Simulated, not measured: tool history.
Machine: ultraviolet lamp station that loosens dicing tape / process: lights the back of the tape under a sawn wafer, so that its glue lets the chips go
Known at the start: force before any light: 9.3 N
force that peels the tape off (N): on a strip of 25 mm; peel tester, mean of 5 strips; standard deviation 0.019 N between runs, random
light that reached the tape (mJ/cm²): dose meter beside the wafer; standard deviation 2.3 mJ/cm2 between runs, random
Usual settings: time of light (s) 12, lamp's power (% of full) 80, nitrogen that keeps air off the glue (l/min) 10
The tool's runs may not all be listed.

run	hour	time of light (s)	lamp's power (% of full)	nitrogen that keeps air off the glue (l/min)	force that peels the tape off (N)	light that reached the tape (mJ/cm²)
1	0.0	12	80	10	1.401	170
2	12.2	12	80	10	1.447	167
3	20.5	12	80	10	1.405	166
4	33.8	12	80	10	1.447	163
5	47.4	12	80	10	1.448	166
6	56.0	11	61	4	3.493	117
7	61.8	12	80	20	1.026	163
8	68.0	12	80	20	1.114	162
9	74.4	12	78	5	2.163	162

What does the tool deliver on the next run?
10	87.5	14	78	12	?	?

force that peels the tape off (N): 1.089
light that reached the tape (mJ/cm²): 183
The same run, on a tool lacking any hidden state, would have yielded force that peels the tape off (N) 0.641, light that reached the tape (mJ/cm²) 242.
